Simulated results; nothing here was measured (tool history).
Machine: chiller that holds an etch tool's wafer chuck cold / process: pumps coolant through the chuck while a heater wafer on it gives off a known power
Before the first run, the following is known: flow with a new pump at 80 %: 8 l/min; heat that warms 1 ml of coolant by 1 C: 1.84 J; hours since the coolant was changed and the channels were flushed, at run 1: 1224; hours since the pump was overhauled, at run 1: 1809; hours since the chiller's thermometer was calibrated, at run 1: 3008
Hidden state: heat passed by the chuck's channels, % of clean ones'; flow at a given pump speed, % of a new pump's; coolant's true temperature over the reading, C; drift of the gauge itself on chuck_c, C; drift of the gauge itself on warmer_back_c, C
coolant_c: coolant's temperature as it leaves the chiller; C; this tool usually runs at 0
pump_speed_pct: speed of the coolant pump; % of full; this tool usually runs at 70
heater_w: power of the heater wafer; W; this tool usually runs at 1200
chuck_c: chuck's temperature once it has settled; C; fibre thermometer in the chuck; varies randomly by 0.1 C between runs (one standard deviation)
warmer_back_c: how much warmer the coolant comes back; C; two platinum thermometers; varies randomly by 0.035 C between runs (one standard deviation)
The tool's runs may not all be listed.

run,hour,coolant_c,pump_speed_pct,heater_w,hours since the coolant was changed and the channels were flushed,hours since the pump was overhauled,hours since the chiller's thermometer was calibrated,chuck_c,warmer_back_c
1,0.0,0,70,1200,1224,1809,3008,16.6,5.74
2,68.2,0,70,1200,1292,1877,3076,16.8,5.66
3,138.0,0,70,1200,1362,1947,3146,16.8,5.76
4,171.3,0,75,1200,1395,1980,3179,15.8,5.31
5,230.2,0,70,1200,1454,2039,3238,16.7,5.67
6,292.7,0,74,1200,1517,2102,3301,15.8,5.36
7,357.8,0,90,1362,1582,2167,3366,15.0,4.77
8,410.2,0,90,1362,1634,2219,3418,15.0,4.77
9,447.1,-4,61,1319,1671,2256,3455,16.6,7.29
10,518.2,-4,61,1319,1742,2327,3526,16.7,7.27

Predict each of these 3 candidate next runs independently; none follows another, all start after run 10:
A,575.7,0,67,1752,1800,2385,3584,?,?
B,575.7,8,71,1200,1800,2385,3584,?,?
C,575.7,-4,61,1416,1800,2385,3584,?,?

run,chuck_c,warmer_back_c
A,25.3,8.71
B,24.3,5.53
C,18.2,7.75
What these runs would have given with no unlogged condition in the tool:
run,chuck_c,warmer_back_c
A,25.3,8.79
B,24.3,5.60
C,18.2,7.83
